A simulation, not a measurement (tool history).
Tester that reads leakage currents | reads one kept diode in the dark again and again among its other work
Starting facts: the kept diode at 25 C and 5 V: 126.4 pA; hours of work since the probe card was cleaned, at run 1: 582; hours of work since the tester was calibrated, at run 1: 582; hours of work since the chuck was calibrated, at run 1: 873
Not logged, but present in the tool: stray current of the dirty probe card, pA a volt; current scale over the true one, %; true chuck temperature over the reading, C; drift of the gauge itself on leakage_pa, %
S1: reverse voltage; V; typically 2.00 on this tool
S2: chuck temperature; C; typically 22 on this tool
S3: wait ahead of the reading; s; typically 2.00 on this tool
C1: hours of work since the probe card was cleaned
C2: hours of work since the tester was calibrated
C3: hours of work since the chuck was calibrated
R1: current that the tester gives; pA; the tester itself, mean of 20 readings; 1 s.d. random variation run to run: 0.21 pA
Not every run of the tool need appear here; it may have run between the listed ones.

run 1 hour=0.0 | S1=2.00 S2=22 S3=2.00 | C1=582 C2=582 C3=873 | R1=67.72
run 2 hour=117.0 | S1=2.00 S2=49 S3=2.00 | C1=669 C2=669 C3=960 | R1=571.39
run 3 hour=229.8 | S1=2.00 S2=49 S3=2.00 | C1=752 C2=752 C3=1043 | R1=573.29
run 4 hour=338.8 | S1=2.00 S2=49 S3=2.00 | C1=833 C2=833 C3=1124 | R1=573.81
run 5 hour=416.2 | S1=2.00 S2=49 S3=2.00 | C1=890 C2=890 C3=1181 | R1=571.76
run 6 hour=537.7 | S1=2.00 S2=49 S3=2.00 | C1=980 C2=980 C3=1271 | R1=571.25
run 7 hour=645.6 | S1=2.00 S2=49 S3=2.00 | C1=1060 C2=1060 C3=1351 | R1=570.75
run 8 hour=767.4 | S1=2.00 S2=22 S3=2.00 | C1=1150 C2=1150 C3=1441 | R1=68.00
run 9 hour=838.4 | S1=2.00 S2=41 S3=2.00 | C1=1203 C2=1203 C3=1494 | R1=316.05
run 10 hour=966.2 | S1=2.00 S2=41 S3=2.00 | C1=1297 C2=1297 C3=1588 | R1=315.44
run 11 hour=1100.0 | S1=2.00 S2=22 S3=2.00 | C1=1396 C2=1396 C3=1687 | R1=67.91
run 12 hour=1178.6 | S1=2.00 S2=22 S3=2.00 | C1=1455 C2=1455 C3=1746 | R1=67.71
run 13 hour=1246.7 | S1=2.00 S2=22 S3=2.00 | C1=1505 C2=1505 C3=1796 | R1=67.94
run 14 hour=1334.1 | S1=3.53 S2=22 S3=2.00 | C1=1570 C2=1570 C3=1861 | R1=85.42
run 15 hour=1419.0 | S1=3.53 S2=22 S3=2.00 | C1=1632 C2=1632 C3=1924 | R1=85.45
run 16 hour=1520.3 | S1=2.00 S2=30 S3=2.00 | C1=1707 C2=1707 C3=1999 | R1=133.07
run 17 hour=1586.2 | S1=2.00 S2=30 S3=2.00 | C1=1756 C2=1756 C3=2047 | R1=132.90
run 18 hour=1676.8 | S1=2.00 S2=30 S3=2.00 | C1=1823 C2=1823 C3=2114 | R1=131.95
run 19 hour=1767.4 | S1=2.00 S2=22 S3=2.00 | C1=1890 C2=1890 C3=2181 | R1=68.16
-- hour=1789.7 chuck's temperature calibrated
run 20 hour=1878.6 | S1=2.00 S2=27 S3=2.00 | C1=1971 C2=1971 C3=66 | R1=103.59
run 21 hour=1994.0 | S1=2.00 S2=24 S3=1.74 | C1=2057 C2=2057 C3=151 | R1=80.34
run 22 hour=2117.2 | S1=2.00 S2=24 S3=1.74 | C1=2148 C2=2148 C3=242 | R1=80.46
run 23 hour=2178.5 | S1=3.33 S2=22 S3=2.00 | C1=2193 C2=2193 C3=288 | R1=83.82
run 24 hour=2241.2 | S1=3.33 S2=22 S3=2.00 | C1=2240 C2=2240 C3=334 | R1=82.89
-- hour=2305.9 tester calibrated
run 25 hour=2346.3 | S1=3.33 S2=22 S3=2.00 | C1=2316 C2=30 C3=410 | R1=83.46
-- hour=2370.5 probe card cleaned and baked
run 26 hour=2403.4 | S1=3.31 S2=51 S3=5.80 | C1=24 C2=70 C3=450 | R1=809.98
run 27 hour=2477.5 | S1=3.31 S2=48 S3=5.80 | C1=79 C2=125 C3=505 | R1=652.52
run 28 hour=2583.7 | S1=3.31 S2=35 S3=4.58 | C1=158 C2=203 C3=584 | R1=243.05
run 29 hour=2696.3 | S1=4.19 S2=47 S3=2.00 | C1=241 C2=287 C3=667 | R1=664.11
run 30 hour=2792.3 | S1=3.09 S2=38 S3=2.00 | C1=312 C2=358 C3=738 | R1=299.37
run 31 hour=2889.1 | S1=1.17 S2=21 S3=2.00 | C1=384 C2=429 C3=810 | R1=49.92
run 32 hour=2956.7 | S1=1.17 S2=21 S3=2.00 | C1=434 C2=479 C3=860 | R1=49.93
run 33 hour=3020.4 | S1=5.01 S2=59 S3=2.00 | C1=481 C2=527 C3=907 | R1=1669.13
run 34 hour=3108.0 | S1=7.55 S2=59 S3=2.00 | C1=546 C2=591 C3=972 | R1=1979.03
run 35 hour=3231.1 | S1=2.00 S2=55 S3=0.38 | C1=637 C2=683 C3=1063 | R1=879.46
run 36 hour=3357.3 | S1=15.16 S2=22 S3=1.74 | C1=730 C2=776 C3=1156 | R1=154.26
run 37 hour=3490.5 | S1=15.16 S2=22 S3=1.74 | C1=829 C2=875 C3=1255 | R1=154.66
run 38 hour=3608.2 | S1=15.16 S2=22 S3=1.74 | C1=916 C2=962 C3=1342 | R1=155.24
run 39 hour=3665.0 | S1=9.05 S2=53 S3=1.74 | C1=958 C2=1004 C3=1384 | R1=1403.51

For some of the steps in R1 from one run to the next: how much would appear even if the tool had no hidden state, given the settings, what came in and random variation, and how much remains for the hidden state plus any gauge scatter that the measured result and the result without hidden state don't share?
Run 32 -> 33: S1 1.17 -> 5.01, S2 21 -> 59. R1 +1619.20 pA: hidden state +0.91, all else +1618.29.
Run 34 -> 35: S1 7.55 -> 2.00, S2 59 -> 55, S3 2.00 -> 0.38. R1 -1099.57 pA: hidden state -0.62, all else -1098.95.
Run 38 -> 39: S1 15.16 -> 9.05, S2 22 -> 53. R1 +1248.27 pA: hidden state +0.99, all else +1247.28.
